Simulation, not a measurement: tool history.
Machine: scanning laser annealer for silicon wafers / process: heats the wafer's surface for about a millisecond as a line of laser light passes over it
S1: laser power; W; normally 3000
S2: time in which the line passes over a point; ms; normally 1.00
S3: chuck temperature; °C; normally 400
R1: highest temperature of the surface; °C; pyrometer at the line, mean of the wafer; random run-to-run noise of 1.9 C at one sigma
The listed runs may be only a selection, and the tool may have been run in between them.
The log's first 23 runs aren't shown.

{"run": 24, "day": 30.946, "S1": 2791, "S2": 0.8, "S3": 365, "R1": 1035}
{"run": 25, "day": 32.383, "S1": 2791, "S2": 0.75, "S3": 365, "R1": 1012}
{"run": 26, "day": 33.862, "S1": 2650, "S2": 1.22, "S3": 370, "R1": 1143}
{"run": 27, "day": 35.412, "S1": 3165, "S2": 1.0, "S3": 400, "R1": 1268}
{"run": 28, "day": 37.4, "S1": 3165, "S2": 1.0, "S3": 400, "R1": 1268}
{"day": 38.212, "done": "window over the wafer cleaned"}
{"run": 29, "day": 39.467, "S1": 2954, "S2": 0.96, "S3": 437, "R1": 1227}
{"day": 41.329, "done": "optics aligned, line set to its width"}
{"run": 30, "day": 41.388, "S1": 2900, "S2": 0.83, "S3": 364, "R1": 1096}
{"run": 31, "day": 43.4, "S1": 2900, "S2": 0.83, "S3": 364, "R1": 1098}
{"run": 32, "day": 44.954, "S1": 2900, "S2": 0.83, "S3": 364, "R1": 1094}
{"run": 33, "day": 45.992, "S1": 2879, "S2": 0.91, "S3": 400, "R1": 1157}
{"run": 34, "day": 47.621, "S1": 3007, "S2": 0.91, "S3": 400, "R1": 1197}
{"run": 35, "day": 48.55, "S1": 3007, "S2": 0.91, "S3": 400, "R1": 1197}
{"run": 36, "day": 49.983, "S1": 2840, "S2": 0.97, "S3": 380, "R1": 1143}
{"run": 37, "day": 51.175, "S1": 2973, "S2": 0.77, "S3": 390, "R1": 1106}
{"run": 38, "day": 53.021, "S1": 2631, "S2": 0.91, "S3": 372, "R1": 1049}
{"run": 39, "day": 54.967, "S1": 2631, "S2": 0.91, "S3": 372, "R1": 1042}
{"run": 40, "day": 56.975, "S1": 2631, "S2": 0.91, "S3": 372, "R1": 1042}
{"day": 57.304, "done": "window over the wafer cleaned"}
{"run": 41, "day": 58.925, "S1": 2631, "S2": 0.91, "S3": 372, "R1": 1052}

Consider 4 possible next runs. They are alternatives, not a sequence: every one starts from the tool as it was left by run 41. What does each give?
{"run": "A", "day": 60.25, "S1": 2631, "S2": 0.91, "S3": 367, "R1": "?"}
{"run": "B", "day": 60.25, "S1": 2987, "S2": 0.84, "S3": 426, "R1": "?"}
{"run": "C", "day": 60.25, "S1": 3000, "S2": 1.0, "S3": 419, "R1": "?"}
{"run": "D", "day": 60.25, "S1": 3253, "S2": 1.0, "S3": 388, "R1": "?"}

run=A R1=1046
run=B R1=1187
run=C R1=1258
run=D R1=1317
With the hidden condition removed and each run's random variation left untouched, the same runs would have given:
run=A R1=1051
run=B R1=1191
run=C R1=1264
run=D R1=1323

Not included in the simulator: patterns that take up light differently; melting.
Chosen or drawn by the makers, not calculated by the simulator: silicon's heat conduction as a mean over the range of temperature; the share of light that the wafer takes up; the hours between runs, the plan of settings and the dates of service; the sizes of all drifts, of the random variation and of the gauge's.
